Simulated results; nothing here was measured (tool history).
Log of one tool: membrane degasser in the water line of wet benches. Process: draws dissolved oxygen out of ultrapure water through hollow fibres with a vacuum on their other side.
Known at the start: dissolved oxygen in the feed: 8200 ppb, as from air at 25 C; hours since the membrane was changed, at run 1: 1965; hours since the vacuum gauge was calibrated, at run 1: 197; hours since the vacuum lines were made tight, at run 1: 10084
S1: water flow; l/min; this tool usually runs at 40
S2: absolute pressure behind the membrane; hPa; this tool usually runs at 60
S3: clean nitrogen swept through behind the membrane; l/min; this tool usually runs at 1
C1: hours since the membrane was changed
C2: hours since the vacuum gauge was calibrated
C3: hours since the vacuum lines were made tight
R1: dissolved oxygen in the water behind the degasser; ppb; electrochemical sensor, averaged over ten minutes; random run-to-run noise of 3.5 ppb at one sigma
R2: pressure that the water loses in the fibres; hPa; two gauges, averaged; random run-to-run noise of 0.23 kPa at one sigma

run	day	S1	S2	S3	C1	C2	C3	R1	R2
1	0	40	60	1	1965	197	10084	350.8	568
2	2.854	40	60	1	2034	265	10153	347.5	577.4
3	4.75	40	60	1	2079	311	10198	346.8	575.3
4	8.358	40	60	1	2166	398	10285	344.2	572
5	10.225	40	60	1	2211	442	10329	348.7	572.9
6	13.475	40	60	1	2289	520	10407	352.5	573.3
7	15.512	40	60	1	2338	569	10456	347.1	577.2
8	19.642	40	60	1	2437	668	10555	346.2	577.3
9	22.7	40	60	1	2510	742	10629	353.3	577.5
10	25.233	40	60	1	2571	803	10690	353.1	570.8
11	28.508	40	60	1	2649	881	10768	350.9	581.6
12	30.538	40	60	1	2698	930	10817	348.4	579.1
13	33.171	40	60	1.32	2761	993	10880	302.3	577
14	37.033	40	60	1.32	2854	1086	10973	305.5	579.8
15	39.738	40	60	2.51	2919	1151	11038	233.8	580.3
16	42.504	31	60	1	2985	1217	11104	235.8	448.2
17	44.454	31	60	1	3032	1264	11151	234.6	447.9
18	47.179	31	60	1	3097	1329	11216	235.6	448.9
19	49.4	31	93.1	1	3151	1383	11270	436.9	452
20	51.462	28	60	0.93	3200	1432	11319	210.9	405
21	55.529	28	60	0.93	3298	1530	11417	211.5	408.3
22	59.225	28	60	0.93	3387	1618	11505	211.9	410.3
23	61.583	28	60	0.93	3443	1675	11562	216	407.5
24	64.142	28	46.5	1.6	3505	1736	11623	96.4	410.3
25	66.108	28	46.5	1.6	3552	1784	11671	96.2	409.3
26	69.721	55	46.5	1.08	3638	1870	11757	445.9	802.8
27	72.208	31	57.9	2.64	3698	1930	11817	127.9	450.5
28	74.462	24	57.9	2.64	3752	1984	11871	77.4	350.5
# day 76.933: seals of the vacuum lines changed
29	78.346	24	57.9	2.64	3843	2075	34	77.4	350.7
30	80.529	54	40.4	0.91	3896	2128	86	388.2	789.3

Run 31 is up next; what results do you expect?
31	84.104	28	60	2.84	3982	2214	172	?	?

Logged for run 31: R1 104 ppb, R2 409.3 hPa.
On a tool with no hidden condition, and with the same random variation, this run would have come out at R1 103.9 ppb, R2 400.7 hPa.

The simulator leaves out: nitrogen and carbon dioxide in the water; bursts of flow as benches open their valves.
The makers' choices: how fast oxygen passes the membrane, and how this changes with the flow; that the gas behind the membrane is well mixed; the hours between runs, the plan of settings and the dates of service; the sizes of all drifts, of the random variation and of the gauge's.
